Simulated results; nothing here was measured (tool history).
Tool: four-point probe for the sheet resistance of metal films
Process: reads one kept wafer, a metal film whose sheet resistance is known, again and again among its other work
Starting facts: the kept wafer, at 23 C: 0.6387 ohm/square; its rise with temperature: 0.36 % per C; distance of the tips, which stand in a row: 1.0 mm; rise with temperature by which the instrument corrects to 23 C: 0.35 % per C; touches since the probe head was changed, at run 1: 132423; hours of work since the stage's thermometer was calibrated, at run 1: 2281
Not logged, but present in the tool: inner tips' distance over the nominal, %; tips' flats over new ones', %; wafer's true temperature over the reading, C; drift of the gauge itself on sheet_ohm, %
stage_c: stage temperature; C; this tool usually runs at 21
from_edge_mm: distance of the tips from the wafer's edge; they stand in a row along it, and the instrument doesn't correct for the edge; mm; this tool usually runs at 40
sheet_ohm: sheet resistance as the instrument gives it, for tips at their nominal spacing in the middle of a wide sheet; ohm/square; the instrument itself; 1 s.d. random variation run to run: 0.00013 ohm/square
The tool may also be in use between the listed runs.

run	hour	stage_c	from_edge_mm	touches since the probe head was changed	hours of work since the stage's thermometer was calibrated	sheet_ohm
1	0	21	40	132423	2281	0.638693
2	58.6	21	40	134589	2315	0.638948
3	153.4	21	40	138095	2371	0.63873
4	233.3	21	40	141047	2417	0.638908
5	309.5	21	40	143865	2462	0.638777
6	373.4	21	6	146223	2499	0.648016
7	441	21	6	148725	2539	0.648024
8	541.2	21	40	152427	2598	0.638524
9	605.9	21	40	154818	2635	0.638643
10	696.1	21	40	158153	2688	0.63861
11	762.6	21	40	160612	2727	0.638693
12	844	21	40	163621	2775	0.638606
13	931.4	21	40	166851	2826	0.63881
14	995.9	21	40	169234	2864	0.638778
15	1056.6	21	53	171479	2899	0.638506
# hour 1117.6: stage's thermometer calibrated
16	1117.6	21	53	173715	0	0.638937
17	1212	25	4	177204	55	0.659821
18	1270.3	21	22	179357	89	0.639355
19	1382.3	22	12	183501	155	0.640921
20	1440.5	25	38	185649	189	0.63913
21	1531.7	23	15	189020	242	0.640368
22	1611	23	9	191953	289	0.642878
23	1664	23	9	193912	320	0.642824
# hour 1749.7: new probe head fitted
24	1765.7	23	9	590	379	0.642764
25	1879.8	29	8	4809	446	0.644506
26	1967.1	24	51	8036	497	0.63905
27	2050	23	13	11101	545	0.640948

Below are 4 alternative next runs, each starting from the tool's condition after run 27. Predict each:
A	2135.8	21	3	14272	595	?
B	2135.8	29	9	14272	595	?
C	2135.8	21	15	14272	595	?
D	2135.8	23	6	14272	595	?

run	sheet_ohm
A	0.674239
B	0.643228
C	0.64019
D	0.648299
Without the tool's hidden state the same runs would have given:
run	sheet_ohm
A	0.674267
B	0.643255
C	0.640217
D	0.648326
